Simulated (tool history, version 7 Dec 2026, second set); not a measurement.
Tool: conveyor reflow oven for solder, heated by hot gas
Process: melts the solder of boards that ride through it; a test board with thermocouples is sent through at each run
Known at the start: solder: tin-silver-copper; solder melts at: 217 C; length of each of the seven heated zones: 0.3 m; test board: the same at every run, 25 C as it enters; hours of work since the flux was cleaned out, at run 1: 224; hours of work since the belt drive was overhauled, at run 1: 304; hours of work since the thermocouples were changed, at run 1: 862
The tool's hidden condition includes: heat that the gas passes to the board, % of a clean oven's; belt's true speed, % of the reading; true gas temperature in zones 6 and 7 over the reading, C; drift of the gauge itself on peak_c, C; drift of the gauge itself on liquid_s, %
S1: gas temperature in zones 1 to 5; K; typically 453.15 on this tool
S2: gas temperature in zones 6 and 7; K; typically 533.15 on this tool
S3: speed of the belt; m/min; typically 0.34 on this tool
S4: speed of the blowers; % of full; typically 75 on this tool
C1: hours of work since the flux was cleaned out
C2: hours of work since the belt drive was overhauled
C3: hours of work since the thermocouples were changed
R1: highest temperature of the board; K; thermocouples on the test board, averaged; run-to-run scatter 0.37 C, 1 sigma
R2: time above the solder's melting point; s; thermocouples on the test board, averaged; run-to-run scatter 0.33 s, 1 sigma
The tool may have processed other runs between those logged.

Run 1, hour 0: usual settings; C1 224; C2 304; C3 862. Result: R1 520.45 K, R2 79.2 s.
Run 2, hour 6: usual settings; C1 227; C2 307; C3 865. Result: R1 519.75 K, R2 78.8 s.
Run 3, hour 14.5: usual settings but S2 540.15 K; C1 232; C2 312; C3 870. Result: R1 525.35 K, R2 84.7 s.
Run 4, hour 22.8: usual settings but S2 540.15 K; C1 237; C2 317; C3 875. Result: R1 526.45 K, R2 84.8 s.
Run 5, hour 32.3: usual settings but S2 540.15 K; C1 243; C2 322; C3 880. Result: R1 526.55 K, R2 85.2 s.
Run 6, hour 45.6: usual settings but S1 467.15 K; C1 250; C2 330; C3 888. Result: R1 522.25 K, R2 89.6 s.
Run 7, hour 52.9: usual settings but S1 467.15 K; C1 254; C2 334; C3 892. Result: R1 522.45 K, R2 90.5 s.
At hour 63.6: flux residue cleaned out of gas plates and filters.
Run 8, hour 69.6: usual settings but S1 467.15 K; C1 3; C2 341; C3 899. Result: R1 521.85 K, R2 90.6 s.
Run 9, hour 81.8: usual settings but S1 467.15 K; C1 10; C2 348; C3 906. Result: R1 522.55 K, R2 91.2 s.
Run 10, hour 93.9: usual settings but S4 84 % of full; C1 17; C2 355; C3 913. Result: R1 521.25 K, R2 81.2 s.
Run 11, hour 103.5: usual settings but S4 84 % of full; C1 23; C2 360; C3 919. Result: R1 521.55 K, R2 81 s.
Run 12, hour 117.2: usual settings but S4 84 % of full; C1 31; C2 368; C3 926. Result: R1 521.25 K, R2 81.1 s.
Run 13, hour 131.6: usual settings but S1 443.15 K; C1 39; C2 377; C3 935. Result: R1 518.35 K, R2 72.4 s.
Run 14, hour 139.9: usual settings but S1 443.15 K; C1 44; C2 381; C3 940. Result: R1 519.15 K, R2 72.4 s.
Run 15, hour 147.5: usual settings but S3 0.286 m/min; C1 48; C2 386; C3 944. Result: R1 523.95 K, R2 102 s.
Run 16, hour 157.3: usual settings but S2 542.15 K, S3 0.286 m/min; C1 54; C2 391; C3 950. Result: R1 532.45 K, R2 108.3 s.
Run 17, hour 171.5: usual settings but S1 456.15 K, S4 65 % of full; C1 62; C2 400; C3 958. Result: R1 519.35 K, R2 78.9 s.
Run 18, hour 180.8: usual settings but S1 450.15 K, S2 539.15 K, S3 0.379 m/min, S4 55 % of full; C1 68; C2 405; C3 963. Result: R1 519.05 K, R2 65.3 s.
Run 19, hour 194.4: usual settings but S1 443.15 K, S2 532.15 K, S3 0.364 m/min, S4 70 % of full; C1 75; C2 413; C3 971. Result: R1 514.55 K, R2 62.5 s.
Run 20, hour 207.4: usual settings but S1 446.15 K, S2 527.15 K; C1 83; C2 420; C3 978. Result: R1 513.85 K, R2 68.4 s.
Run 21, hour 222.2: usual settings but S1 446.15 K, S2 527.15 K; C1 92; C2 429; C3 987. Result: R1 513.45 K, R2 67.6 s.
Run 22, hour 234.1: usual settings but S1 443.15 K, S2 541.15 K, S3 0.376 m/min, S4 88 % of full; C1 98; C2 436; C3 994. Result: R1 524.55 K, R2 70.8 s.
Run 23, hour 241.4: usual settings but S1 452.15 K, S2 541.15 K, S3 0.368 m/min, S4 66 % of full; C1 103; C2 440; C3 998. Result: R1 523.75 K, R2 74.5 s.
Run 24, hour 254.7: usual settings but S1 439.15 K, S2 547.15 K; C1 110; C2 448; C3 1006. Result: R1 530.15 K, R2 82 s.
Run 25, hour 260.9: usual settings but S1 439.15 K, S2 547.15 K; C1 114; C2 451; C3 1009. Result: R1 531.45 K, R2 82 s.
Run 26, hour 269.8: usual settings but S1 445.15 K, S4 54 % of full; C1 119; C2 456; C3 1014. Result: R1 515.65 K, R2 67.6 s.
Run 27, hour 278: usual settings but S1 445.15 K, S2 537.15 K, S3 0.336 m/min, S4 54 % of full; C1 124; C2 461; C3 1019. Result: R1 519.25 K, R2 73.7 s.
Run 28, hour 285.7: usual settings but S1 445.15 K, S2 537.15 K, S3 0.336 m/min, S4 54 % of full; C1 128; C2 465; C3 1024. Result: R1 519.45 K, R2 73.6 s.
Run 29, hour 297.9: usual settings but S1 442.15 K, S2 543.15 K, S3 0.397 m/min, S4 68 % of full; C1 135; C2 472; C3 1031. Result: R1 521.75 K, R2 61.6 s.
Run 30, hour 305.7: usual settings but S1 456.15 K, S2 548.15 K, S4 62 % of full; C1 140; C2 477; C3 1035. Result: R1 532.35 K, R2 90.7 s.

Alternative continuations, all from the tool just after run 30; predict every row:
Run A, hour 314.9: usual settings but S1 451.15 K, S2 529.15 K, S4 74 % of full; C1 145; C2 482; C3 1040. Result: R1 ?, R2 ?.
Run B, hour 314.9: usual settings but S1 449.15 K, S2 548.15 K, S3 0.313 m/min, S4 62 % of full; C1 145; C2 482; C3 1040. Result: R1 ?, R2 ?.
Run C, hour 314.9: usual settings but S2 538.15 K; C1 145; C2 482; C3 1040. Result: R1 ?, R2 ?.

run      R1    R2
  A  515.85  73.8
  B  533.95  96.4
  C  524.15  83.8
Without the tool's hidden state the same runs would have given:
run      R1    R2
  A  518.75  76.7
  B  536.85  97.7
  C  527.05  85.6
